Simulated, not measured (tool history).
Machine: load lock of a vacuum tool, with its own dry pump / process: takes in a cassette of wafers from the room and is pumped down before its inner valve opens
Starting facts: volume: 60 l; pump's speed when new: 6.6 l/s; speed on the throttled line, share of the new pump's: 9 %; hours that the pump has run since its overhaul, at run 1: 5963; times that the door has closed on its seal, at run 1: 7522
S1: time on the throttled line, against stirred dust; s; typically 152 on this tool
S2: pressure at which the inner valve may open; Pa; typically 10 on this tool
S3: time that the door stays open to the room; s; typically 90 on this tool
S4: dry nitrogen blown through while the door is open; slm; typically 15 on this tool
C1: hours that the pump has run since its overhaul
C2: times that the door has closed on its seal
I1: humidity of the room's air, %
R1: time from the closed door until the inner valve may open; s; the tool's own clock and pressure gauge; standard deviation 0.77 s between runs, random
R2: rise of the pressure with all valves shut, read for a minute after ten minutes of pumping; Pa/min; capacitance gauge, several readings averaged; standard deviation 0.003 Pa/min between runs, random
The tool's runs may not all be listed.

run 1 day=0.000 | S1=152 S2=10 S3=90 S4=15 | C1=5963 C2=7522 | I1=45.4 | R1=228.0 R2=0.039
run 2 day=5.679 | S1=152 S2=10 S3=90 S4=15 | C1=6099 C2=7702 | I1=47.6 | R1=228.5 R2=0.040
run 3 day=9.288 | S1=152 S2=10 S3=90 S4=15 | C1=6186 C2=7817 | I1=44.8 | R1=228.5 R2=0.045
run 4 day=13.633 | S1=152 S2=10 S3=89 S4=15 | C1=6290 C2=7954 | I1=43.7 | R1=227.8 R2=0.033
run 5 day=21.454 | S1=152 S2=10 S3=89 S4=15 | C1=6477 C2=8202 | I1=43.7 | R1=228.6 R2=0.040
run 6 day=29.146 | S1=152 S2=10 S3=90 S4=41 | C1=6662 C2=8445 | I1=44.2 | R1=227.4 R2=0.029
run 7 day=33.325 | S1=152 S2=10 S3=90 S4=41 | C1=6762 C2=8578 | I1=46.0 | R1=228.7 R2=0.029
run 8 day=38.800 | S1=139 S2=10 S3=90 S4=15 | C1=6894 C2=8751 | I1=44.4 | R1=216.9 R2=0.042
run 9 day=44.162 | S1=139 S2=10 S3=54 S4=15 | C1=7023 C2=8921 | I1=44.0 | R1=217.4 R2=0.034
run 10 day=49.800 | S1=139 S2=10 S3=54 S4=15 | C1=7158 C2=9099 | I1=47.0 | R1=216.7 R2=0.032
run 11 day=54.129 | S1=152 S2=10 S3=90 S4=17 | C1=7262 C2=9236 | I1=46.3 | R1=228.4 R2=0.047
run 12 day=58.700 | S1=152 S2=10 S3=90 S4=17 | C1=7371 C2=9381 | I1=42.8 | R1=228.8 R2=0.038
run 13 day=65.475 | S1=152 S2=10 S3=109 S4=15 | C1=7534 C2=9595 | I1=44.7 | R1=230.0 R2=0.045
run 14 day=72.204 | S1=152 S2=10 S3=109 S4=15 | C1=7696 C2=9809 | I1=46.8 | R1=227.4 R2=0.047
run 15 day=79.492 | S1=152 S2=10 S3=109 S4=15 | C1=7870 C2=10039 | I1=43.0 | R1=229.8 R2=0.048
run 16 day=82.983 | S1=152 S2=10 S3=109 S4=15 | C1=7954 C2=10150 | I1=44.9 | R1=229.7 R2=0.048
run 17 day=90.896 | S1=152 S2=10 S3=65 S4=15 | C1=8144 C2=10400 | I1=44.3 | R1=227.9 R2=0.029
run 18 day=96.450 | S1=152 S2=10 S3=90 S4=39 | C1=8277 C2=10576 | I1=46.7 | R1=229.7 R2=0.037
run 19 day=102.950 | S1=152 S2=10 S3=90 S4=39 | C1=8433 C2=10782 | I1=42.2 | R1=230.0 R2=0.037
run 20 day=110.054 | S1=152 S2=10 S3=90 S4=13 | C1=8604 C2=11007 | I1=46.9 | R1=229.4 R2=0.048
run 21 day=116.362 | S1=152 S2=10 S3=90 S4=13 | C1=8755 C2=11207 | I1=44.6 | R1=230.0 R2=0.045
run 22 day=123.471 | S1=236 S2=10 S3=32 S4=13 | C1=8926 C2=11432 | I1=44.8 | R1=307.8 R2=0.036
run 23 day=130.996 | S1=136 S2=17 S3=52 S4=10 | C1=9106 C2=11670 | I1=43.7 | R1=209.5 R2=0.039
run 24 day=137.321 | S1=136 S2=17 S3=52 S4=10 | C1=9258 C2=11870 | I1=42.6 | R1=209.9 R2=0.046
run 25 day=144.746 | S1=136 S2=16 S3=52 S4=11 | C1=9437 C2=12105 | I1=44.3 | R1=211.2 R2=0.041
run 26 day=151.138 | S1=136 S2=16 S3=52 S4=11 | C1=9590 C2=12308 | I1=44.0 | R1=212.0 R2=0.044
run 27 day=157.821 | S1=80 S2=16 S3=172 S4=9 | C1=9750 C2=12519 | I1=42.6 | R1=161.1 R2=0.067
run 28 day=163.146 | S1=152 S2=12 S3=32 S4=15 | C1=9878 C2=12688 | I1=44.6 | R1=228.3 R2=0.037
run 29 day=169.483 | S1=152 S2=12 S3=183 S4=6 | C1=10030 C2=12889 | I1=47.3 | R1=227.7 R2=0.082
run 30 day=173.662 | S1=152 S2=10 S3=105 S4=42 | C1=10131 C2=13021 | I1=44.7 | R1=230.8 R2=0.040
run 31 day=179.471 | S1=152 S2=10 S3=105 S4=42 | C1=10270 C2=13205 | I1=45.2 | R1=230.9 R2=0.046
run 32 day=185.133 | S1=113 S2=9 S3=105 S4=42 | C1=10406 C2=13384 | I1=45.8 | R1=197.4 R2=0.049
run 33 day=190.700 | S1=136 S2=10 S3=173 S4=15 | C1=10539 C2=13560 | I1=42.4 | R1=214.9 R2=0.062
run 34 day=194.375 | S1=136 S2=10 S3=173 S4=15 | C1=10628 C2=13677 | I1=44.7 | R1=217.0 R2=0.069
run 35 day=202.471 | S1=136 S2=10 S3=101 S4=31 | C1=10822 C2=13933 | I1=45.4 | R1=217.5 R2=0.051
run 36 day=207.808 | S1=152 S2=9 S3=90 S4=15 | C1=10950 C2=14102 | I1=48.4 | R1=234.0 R2=0.056

Predict each of these 5 candidate next runs independently; none follows another, all start after run 36:
run A day=215.112 | S1=184 S2=9 S3=29 S4=15 | C1=11125 C2=14333 | I1=43.6 | R1=? R2=?
run B day=215.112 | S1=152 S2=17 S3=165 S4=6 | C1=11125 C2=14333 | I1=44.7 | R1=? R2=?
run C day=215.112 | S1=114 S2=10 S3=39 S4=29 | C1=11125 C2=14333 | I1=45.4 | R1=? R2=?
run D day=215.112 | S1=152 S2=12 S3=78 S4=7 | C1=11125 C2=14333 | I1=45.6 | R1=? R2=?
run E day=215.112 | S1=243 S2=11 S3=90 S4=13 | C1=11125 C2=14333 | I1=46.5 | R1=? R2=?

run=A R1=260.4 R2=0.043
run=B R1=224.8 R2=0.075
run=C R1=198.2 R2=0.043
run=D R1=229.5 R2=0.057
run=E R1=311.2 R2=0.063
Stripped of hidden state, with their random variation kept, the same runs would have yielded:
run=A R1=252.7 R2=0.016
run=B R1=217.3 R2=0.048
run=C R1=189.7 R2=0.015
run=D R1=221.8 R2=0.029
run=E R1=304.1 R2=0.035
